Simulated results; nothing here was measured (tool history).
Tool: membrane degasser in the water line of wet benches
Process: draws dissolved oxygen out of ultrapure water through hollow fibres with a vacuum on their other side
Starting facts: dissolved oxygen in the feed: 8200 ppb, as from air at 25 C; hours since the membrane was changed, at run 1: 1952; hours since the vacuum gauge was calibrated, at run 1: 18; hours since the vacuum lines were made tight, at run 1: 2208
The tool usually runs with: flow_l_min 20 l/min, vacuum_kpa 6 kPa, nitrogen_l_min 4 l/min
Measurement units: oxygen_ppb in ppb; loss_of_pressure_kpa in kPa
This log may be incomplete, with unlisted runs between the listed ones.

run,hour,flow_l_min,vacuum_kpa,nitrogen_l_min,hours since the membrane was changed,hours since the vacuum gauge was calibrated,hours since the vacuum lines were made tight,oxygen_ppb,loss_of_pressure_kpa
1,0,20,6,4,1952,18,2208,56.1,41.95
2,62,20,6,4,2013,80,2270,56.7,41.74
3,111.4,20,6,4,2063,130,2320,55.4,41.99
4,190.4,20,6,4,2142,209,2399,56.7,42.29
5,263,20,6,4,2214,281,2471,55.2,41.79
6,309.8,20,6,4,2261,328,2518,56.1,41.7
7,390.2,20,6,4,2342,409,2599,56.1,41.98
8,464.2,20,6,4,2416,483,2673,55.9,42.22
9,536.7,20,6,4,2488,555,2745,56.8,42.06
10,624.9,20,6,4,2576,643,2833,55.9,42.08
11,665.1,20,6,4,2617,684,2874,56.7,42.1
12,742.4,20,6,4,2694,761,2951,56.1,41.93
13,794.1,20,6,4,2746,813,3003,57.3,41.97
14,862.5,20,6,4,2814,881,3071,57.4,42.08
15,907.8,20,5.46,4,2859,926,3116,50.2,42.42
16,983.8,20,5.46,4,2935,1002,3192,49.9,42.16
17,1065.1,30,5.29,2.35,3017,1083,3274,190.2,62.89
18,1110.6,12,13.07,10.8,3062,1129,3319,29.3,25.45
19,1177.7,17,13.07,7.73,3129,1196,3386,63.9,35.67
20,1235.7,17,12.93,3.54,3187,1254,3444,120.7,35.82
21,1314.3,20,9.72,4,3266,1333,3523,103.6,42.26
22,1388.5,20,10.72,9.75,3340,1407,3597,60.5,41.93
23,1433,20,10.72,9.75,3385,1451,3641,61.8,42.1
24,1503.6,20,12.43,9.75,3455,1522,3712,69.5,42.21
25,1555.1,22,13.73,9.25,3507,1574,3764,96.5,46.44
26,1635.8,16,10.83,3.66,3587,1654,3844,88.7,33.63
27,1675,16,10.83,3.66,3626,1693,3883,90.7,33.39
28,1730.6,20,3.64,2.27,3682,1749,3939,34.1,42.16
29,1826.6,20,3.64,2.27,3778,1845,4035,36.1,42.05
30,1906.3,20,3.64,2.27,3858,1925,4115,36.7,41.98
31,1961.2,22,9.4,4,3913,1980,4170,120,46.16
32,2029,22,9.4,4,3981,2047,4238,120.9,46.62

Each row is a separate what-if for the run after 32, all from the same tool condition, not one after another. Results?
A,2084.4,16,5.24,1.85,4036,2103,4293,?,?
B,2084.4,15,9.8,2.18,4036,2103,4293,?,?
C,2084.4,22,9.34,4,4036,2103,4293,?,?
D,2084.4,29,9.4,9.68,4036,2103,4293,?,?

run,oxygen_ppb,loss_of_pressure_kpa
A,53.1,33.75
B,120.9,31.85
C,122.8,46.81
D,162,61.49
Without the tool's unlogged condition, the same runs would have read:
run,oxygen_ppb,loss_of_pressure_kpa
A,47.1,33.06
B,114.3,31.2
C,114.8,45.85
D,150.1,60.24
